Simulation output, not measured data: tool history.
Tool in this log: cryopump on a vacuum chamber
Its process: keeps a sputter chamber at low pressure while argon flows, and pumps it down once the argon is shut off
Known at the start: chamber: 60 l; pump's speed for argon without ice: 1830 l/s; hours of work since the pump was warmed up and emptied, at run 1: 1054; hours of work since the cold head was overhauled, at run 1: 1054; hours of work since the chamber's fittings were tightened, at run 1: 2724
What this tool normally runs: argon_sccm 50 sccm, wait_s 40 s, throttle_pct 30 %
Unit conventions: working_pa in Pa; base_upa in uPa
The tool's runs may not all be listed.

| run | hour | argon_sccm | wait_s | throttle_pct | hours of work since the pump was warmed up and emptied | hours of work since the cold head was overhauled | hours of work since the chamber's fittings were tightened | working_pa | base_upa |
|---|---|---|---|---|---|---|---|---|---|
| 1 | 0.0 | 50 | 40 | 30 | 1054 | 1054 | 2724 | 0.1666 | 2.28 |
| 2 | 27.1 | 50 | 40 | 30 | 1075 | 1075 | 2745 | 0.1670 | 2.30 |
| 3 | 48.2 | 50 | 40 | 30 | 1091 | 1091 | 2761 | 0.1671 | 2.20 |
|  | 80.1 | pump warmed up, emptied and cooled again |
| 4 | 94.5 | 72 | 40 | 30 | 11 | 1123 | 2793 | 0.2216 | 2.18 |
| 5 | 135.2 | 50 | 40 | 16 | 42 | 1154 | 2824 | 0.2899 | 2.13 |
| 6 | 175.4 | 50 | 40 | 16 | 73 | 1185 | 2855 | 0.2906 | 2.11 |
| 7 | 198.7 | 50 | 40 | 16 | 91 | 1203 | 2873 | 0.2921 | 2.19 |
| 8 | 227.6 | 50 | 40 | 30 | 114 | 1225 | 2895 | 0.1561 | 2.12 |
| 9 | 263.3 | 50 | 40 | 30 | 141 | 1253 | 2923 | 0.1558 | 2.18 |
| 10 | 284.8 | 50 | 111 | 30 | 158 | 1269 | 2939 | 0.1562 | 1.11 |
| 11 | 305.2 | 50 | 40 | 54 | 173 | 1285 | 2955 | 0.0884 | 2.17 |
|  | 334.4 | leaking fittings of the chamber tightened, without venting |
| 12 | 343.6 | 50 | 40 | 54 | 201 | 1313 | 7 | 0.0881 | 1.91 |
| 13 | 383.5 | 50 | 40 | 54 | 232 | 1344 | 38 | 0.0886 | 1.82 |
| 14 | 420.0 | 50 | 40 | 35 | 260 | 1372 | 66 | 0.1342 | 1.90 |
| 15 | 461.1 | 50 | 40 | 30 | 292 | 1403 | 98 | 0.1583 | 1.92 |
| 16 | 482.2 | 50 | 40 | 30 | 308 | 1420 | 114 | 0.1575 | 1.89 |
| 17 | 513.9 | 50 | 40 | 30 | 332 | 1444 | 138 | 0.1580 | 1.89 |
| 18 | 543.6 | 50 | 27 | 18 | 355 | 1467 | 161 | 0.2609 | 2.81 |
| 19 | 570.3 | 50 | 40 | 48 | 376 | 1488 | 182 | 0.1003 | 1.94 |
| 20 | 588.5 | 50 | 166 | 16 | 390 | 1502 | 196 | 0.2949 | 0.63 |
| 21 | 625.1 | 50 | 29 | 36 | 418 | 1530 | 224 | 0.1333 | 2.52 |
| 22 | 656.8 | 50 | 29 | 36 | 442 | 1554 | 248 | 0.1328 | 2.53 |
| 23 | 697.7 | 67 | 197 | 33 | 474 | 1586 | 280 | 0.1964 | 0.60 |
| 24 | 733.7 | 27 | 40 | 30 | 502 | 1613 | 307 | 0.0864 | 1.95 |
| 25 | 771.4 | 27 | 40 | 30 | 531 | 1642 | 336 | 0.0875 | 1.91 |
| 26 | 799.0 | 53 | 26 | 23 | 552 | 1664 | 358 | 0.2210 | 2.81 |
| 27 | 826.3 | 53 | 26 | 23 | 573 | 1685 | 379 | 0.2214 | 2.89 |
| 28 | 850.8 | 53 | 26 | 23 | 592 | 1703 | 398 | 0.2215 | 2.88 |
| 29 | 892.3 | 53 | 26 | 23 | 624 | 1735 | 430 | 0.2194 | 2.85 |
| 30 | 917.9 | 25 | 230 | 45 | 644 | 1755 | 449 | 0.0553 | 0.55 |
| 31 | 942.7 | 72 | 225 | 19 | 663 | 1774 | 468 | 0.3658 | 0.61 |
| 32 | 980.6 | 89 | 193 | 48 | 692 | 1803 | 498 | 0.1870 | 0.66 |
| 33 | 1001.5 | 22 | 279 | 31 | 708 | 1820 | 514 | 0.0699 | 0.56 |
| 34 | 1037.3 | 22 | 279 | 31 | 735 | 1847 | 541 | 0.0707 | 0.52 |

A few steps of working_pa between consecutive runs. Split each: what settings, incoming material and random variation would produce without the hidden state, and what is left over for the hidden state, along with gauge scatter present in only one of the two compared results (measured, and without hidden state):
Unlogged tool condition in this case: pump's speed, % of a pump's without ice; cold plate's temperature, K; leak into the chamber, uPa l/s; drift of the gauge itself on working_pa, %; drift of the gauge itself on base_upa, %.
Run 3 -> 4: argon_sccm 50 -> 72, pump warmed up, emptied and cooled again. working_pa +0.0545 Pa: hidden state -0.0130, all else +0.0675.
Run 19 -> 20: wait_s 40 -> 166, throttle_pct 48 -> 16. working_pa +0.1946 Pa: hidden state +0.0002, all else +0.1944.
Run 30 -> 31: argon_sccm 25 -> 72, wait_s 230 -> 225, throttle_pct 45 -> 19. working_pa +0.3105 Pa: hidden state +0.0082, all else +0.3023.
Run 31 -> 32: argon_sccm 72 -> 89, wait_s 225 -> 193, throttle_pct 19 -> 48. working_pa -0.1788 Pa: hidden state +0.0033, all else -0.1821.
Run 32 -> 33: argon_sccm 89 -> 22, wait_s 193 -> 279, throttle_pct 48 -> 31. working_pa -0.1171 Pa: hidden state -0.0116, all else -0.1055.
